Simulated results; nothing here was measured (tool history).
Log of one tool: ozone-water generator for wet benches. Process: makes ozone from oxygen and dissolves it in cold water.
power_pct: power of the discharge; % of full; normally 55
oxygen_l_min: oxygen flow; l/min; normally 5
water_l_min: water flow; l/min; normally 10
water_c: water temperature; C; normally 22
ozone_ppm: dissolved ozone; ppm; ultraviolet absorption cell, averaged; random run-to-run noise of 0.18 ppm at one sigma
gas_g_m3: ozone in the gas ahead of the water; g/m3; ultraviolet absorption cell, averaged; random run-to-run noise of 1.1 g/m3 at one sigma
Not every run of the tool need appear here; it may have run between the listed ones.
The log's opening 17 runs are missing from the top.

run    hour  power_pct  oxygen_l_min  water_l_min  water_c  hours of work since the electrodes were changed  hours of work since the contactor was cleaned  hours of work since the thermometer was calibrated  ozone_ppm  gas_g_m3
 18   756.1         55          2.65           10       22                                             2557                                           4266                                                2915       28.1       278
 19   802.4         87          4.02           10       22                                             2597                                           4307                                                2955       37.4     305.9
 20   854.6         87          4.02           10       22                                             2643                                           4352                                                3001         38     306.3
 21     909         55          7.89           10       22                                             2690                                           4400                                                3049       22.3     142.1
 22   972.3         55          7.89           10       22                                             2746                                           4455                                                3104       22.1     142.4
 23  1030.8         55          7.89           10       22                                             2797                                           4507                                                3155         22     144.8
 24    1057         55          7.89           10       21                                             2820                                           4529                                                3178       22.6     143.6
 25  1110.4         55          7.89           13       21                                             2867                                           4576                                                3225       20.1     143.1
 26  1148.8         55          7.89           13       21                                             2900                                           4610                                                3259       20.1     142.7
 27    1193         55          2.62           13       21                                             2939                                           4649                                                3297       23.6     278.2
 28  1228.9         77          6.63            9       22                                             2970                                           4680                                                3329         32       206
 29  1255.7         95          6.89            8       25                                             2994                                           4703                                                3352       35.8     235.8
 30  1290.2         95          7.41            8       25                                             3024                                           4734                                                3382       35.4     228.2
 31  1317.4         95          7.41            8       25                                             3048                                           4757                                                3406       35.2     224.3
       1333  -- contactor cleaned
 32  1375.5         95           7.6           16       25                                             3095                                             37                                                3454       25.5     223.5

Forecast each of these 3 alternatives for the next run:
  A  1418         95          3.75           16       24                                             3132                                             74                                                3491          ?         ?
  B  1418         83             5           14       27                                             3132                                             74                                                3491          ?         ?
  C  1418         56           7.6            9       25                                             3132                                             74                                                3491          ?         ?

run  ozone_ppm  gas_g_m3
  A       29.2     339.6
  B       26.2     258.3
  C       22.2     147.3
Without the tool's hidden state the same runs would have given:
run  ozone_ppm  gas_g_m3
  A       29.3     340.1
  B       26.2     258.7
  C       22.2     147.4
